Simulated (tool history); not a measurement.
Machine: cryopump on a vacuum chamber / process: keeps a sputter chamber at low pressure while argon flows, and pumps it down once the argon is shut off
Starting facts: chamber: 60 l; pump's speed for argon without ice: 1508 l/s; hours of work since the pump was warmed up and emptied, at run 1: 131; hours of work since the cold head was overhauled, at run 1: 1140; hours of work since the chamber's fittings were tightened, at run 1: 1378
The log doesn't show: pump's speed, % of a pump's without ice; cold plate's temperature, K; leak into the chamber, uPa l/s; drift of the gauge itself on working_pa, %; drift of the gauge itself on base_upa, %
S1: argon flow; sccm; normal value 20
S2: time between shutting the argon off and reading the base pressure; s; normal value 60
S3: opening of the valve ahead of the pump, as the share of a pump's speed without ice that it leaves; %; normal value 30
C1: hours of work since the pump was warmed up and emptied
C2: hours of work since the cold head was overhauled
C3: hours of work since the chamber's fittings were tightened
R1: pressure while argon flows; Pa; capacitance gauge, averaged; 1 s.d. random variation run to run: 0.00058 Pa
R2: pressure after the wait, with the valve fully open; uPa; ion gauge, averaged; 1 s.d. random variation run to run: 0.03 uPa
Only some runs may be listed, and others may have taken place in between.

run,day,S1,S2,S3,C1,C2,C3,R1,R2
1,0.000,20,60,30,131,1140,1378,0.0759,2.36
2,2.050,20,60,30,163,1172,1411,0.0758,2.38
3,3.029,20,60,30,179,1188,1426,0.0773,2.48
4,4.658,20,60,30,204,1214,1452,0.0767,2.48
5,5.588,20,60,30,219,1228,1467,0.0771,2.43
6,6.708,26,60,30,237,1246,1485,0.1000,2.48
7,7.904,26,60,30,256,1265,1504,0.1020,2.50
8,9.312,26,60,30,278,1287,1526,0.1014,2.57
9,11.133,20,60,30,307,1316,1555,0.0783,2.61
10,12.279,20,60,30,325,1335,1573,0.0772,2.58
11,13.471,20,60,27,344,1353,1592,0.0866,2.50
12,15.254,20,60,27,373,1382,1620,0.0864,2.59
13,17.029,20,60,27,401,1410,1648,0.0865,2.66
14,18.758,20,60,23,428,1437,1676,0.1022,2.64
15,20.550,20,60,23,457,1466,1704,0.1015,2.71
16,21.583,20,60,30,473,1482,1721,0.0795,2.74
17,23.700,37,60,30,507,1516,1754,0.1481,2.82
18,25.708,37,60,30,538,1548,1786,0.1476,2.82
19,27.042,37,60,30,560,1569,1807,0.1492,2.82
20,28.825,37,60,30,588,1597,1836,0.1483,2.85
21,30.367,37,60,30,612,1622,1860,0.1498,2.88
22,31.292,37,60,30,627,1636,1875,0.1496,2.93
23,32.504,28,44,16,646,1655,1894,0.2044,3.45
24,34.600,28,44,16,680,1689,1927,0.2063,3.45
25,36.133,16,110,30,704,1713,1952,0.0645,2.49
26,38.171,16,110,30,736,1745,1984,0.0652,2.62
27,39.354,16,110,30,755,1764,2003,0.0671,2.65
28,41.388,8,149,30,787,1796,2035,0.0332,2.53
29,43.304,18,60,30,818,1827,2065,0.0750,3.37
30,44.342,18,60,30,834,1843,2082,0.0766,3.27
31,46.517,31,60,30,869,1878,2116,0.1311,3.29
32,48.629,31,60,30,902,1911,2150,0.1319,3.35
33,50.638,11,27,40,934,1943,2182,0.0366,5.00

Below are 5 alternative next runs, each starting from the tool's condition after run 33. Predict each:
A,52.300,20,27,40,960,1970,2208,?,?
B,52.300,11,150,40,960,1970,2208,?,?
C,52.300,20,47,30,960,1970,2208,?,?
D,52.300,9,132,43,960,1970,2208,?,?
E,52.300,20,60,17,960,1970,2208,?,?

run,R1,R2
A,0.0670,5.11
B,0.0366,2.69
C,0.0860,3.79
D,0.0277,2.88
E,0.1424,3.45
Without the tool's hidden state the same runs would have given:
run,R1,R2
A,0.0561,3.05
B,0.0307,0.68
C,0.0751,1.80
D,0.0228,0.79
E,0.1315,1.44
